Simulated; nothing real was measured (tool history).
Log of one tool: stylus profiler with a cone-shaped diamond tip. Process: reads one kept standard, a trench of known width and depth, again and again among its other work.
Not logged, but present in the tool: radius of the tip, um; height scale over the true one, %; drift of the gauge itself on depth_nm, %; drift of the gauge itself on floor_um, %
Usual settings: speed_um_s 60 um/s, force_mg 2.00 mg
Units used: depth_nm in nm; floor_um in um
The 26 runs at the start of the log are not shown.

run    hour  speed_um_s  force_mg  scans with this tip  hours of work since the height scale was calibrated  depth_nm  floor_um
 27  1883.8          24      4.59                 3606                                                  352    203.67     47.85
 28  1952.0          24      4.59                 3929                                                  383    203.67     47.82
 29  2051.6          38      1.51                 4401                                                  429    201.52     47.64
 30  2099.2          28      2.00                 4626                                                  451    201.84     47.64
 31  2200.6         137      0.98                 5107                                                  498    201.03     46.69
 32  2262.1          25      2.75                 5398                                                  526    202.34     47.62
 33  2349.4         210      1.56                 5811                                                  567    201.58     46.39
 34  2436.1          29      1.26                 6222                                                  607    201.31     47.45
 35  2538.1          28      2.13                 6704                                                  654    201.81     47.46
 36  2581.7          28      2.13                 6911                                                  674    201.88     47.50
 37  2661.0          28      2.13                 7286                                                  710    201.85     47.47
 38  2742.6          28      2.13                 7673                                                  748    201.85     47.43
 39  2830.4          56      0.68                 8089                                                  789    200.42     47.01
 40  2880.1          56      0.68                 8324                                                  812    200.57     47.00
     2964.7  -- new tip fitted, height scale calibrated
 41  2988.6          56      0.68                  114                                                   11    200.84     47.72
 42  3041.0          56      0.68                  362                                                   35    200.80     47.65
 43  3126.7         128      5.07                  767                                                   75    204.12     47.71
 44  3209.3          30      1.36                 1158                                                  113    201.68     47.99
 45  3297.6          30      1.36                 1577                                                  154    201.53     47.92
 46  3363.1          30      1.36                 1887                                                  184    201.44     47.86
 47  3457.0         148      3.24                 2331                                                  227    202.87     47.36

Each row is a separate what-if for the run after 47, all from the same tool condition, not one after another. Results?
  A  3501.0          17      5.82                 2540                                                  248         ?         ?
  B  3501.0          19      1.74                 2540                                                  248         ?         ?
  C  3501.0          15      4.98                 2540                                                  248         ?         ?

run  depth_nm  floor_um
  A    204.28     48.02
  B    201.86     47.88
  C    203.79     48.01
Without the tool's unlogged condition, the same runs would have read:
run  depth_nm  floor_um
  A    204.55     48.26
  B    202.12     48.11
  C    204.06     48.25
